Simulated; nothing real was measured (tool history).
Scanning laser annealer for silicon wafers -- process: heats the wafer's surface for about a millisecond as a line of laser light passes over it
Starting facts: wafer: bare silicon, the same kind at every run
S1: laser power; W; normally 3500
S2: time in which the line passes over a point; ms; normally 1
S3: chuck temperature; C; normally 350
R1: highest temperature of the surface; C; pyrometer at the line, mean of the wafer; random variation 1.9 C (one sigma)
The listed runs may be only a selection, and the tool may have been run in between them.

run	hour	S1	S2	S3	R1
1	0	3500	1	350	1087
2	43	3500	1	350	1086
3	84.3	3500	1	350	1084
4	150.8	3500	1	350	1081
# hour 197.5: optics aligned, line set to its width
5	225.4	3500	1	350	1103
6	282.2	3500	1	350	1107
7	342.2	3500	1	350	1100
# hour 354.7: window over the wafer cleaned
8	428.9	3500	1	350	1116
9	491.8	3500	1	350	1114
10	546.5	3500	0.84	350	1052
11	625	3500	1	350	1107
12	669.3	3500	1	350	1106
13	731.7	3500	1	350	1107
14	790.1	3500	1	350	1106
15	855.3	3500	1	350	1107
16	915.9	3500	1	350	1104
17	957.3	3500	1	350	1096
18	1005.5	3500	1	350	1102
19	1083.1	3550	1	350	1112
20	1151.4	3550	1	350	1111
21	1202.2	3550	1	350	1107
22	1246.6	3844	1.11	380	1261
23	1317.6	3301	1.18	350	1090
24	1394.3	3431	1.03	361	1091
25	1468.7	3500	0.77	337	992
26	1554.1	3500	1.13	362	1139
27	1600.2	3324	1	354	1041
28	1677.7	3101	1	350	972
# hour 1714.2: window over the wafer cleaned
29	1733.4	3272	1.24	350	1102
30	1785.6	3521	0.71	318	961
31	1825	2977	1.19	350	999
# hour 1851.4: optics aligned, line set to its width
32	1868.5	3450	1.06	326	1099
33	1938.7	3048	1.11	350	1019
34	1995.5	3048	1.11	350	1020
35	2062.9	3599	0.77	343	1044

Predict each of these 4 candidate next runs independently; none follows another, all start after run 35:
A	2126.3	3599	0.92	343	?
B	2126.3	3601	1.22	320	?
C	2126.3	3500	0.98	388	?
D	2126.3	3030	0.77	377	?

run	R1
A	1102
B	1187
C	1138
D	939
Stripped of hidden state, with their random variation kept, the same runs would have yielded:
run	R1
A	1110
B	1196
C	1146
D	945

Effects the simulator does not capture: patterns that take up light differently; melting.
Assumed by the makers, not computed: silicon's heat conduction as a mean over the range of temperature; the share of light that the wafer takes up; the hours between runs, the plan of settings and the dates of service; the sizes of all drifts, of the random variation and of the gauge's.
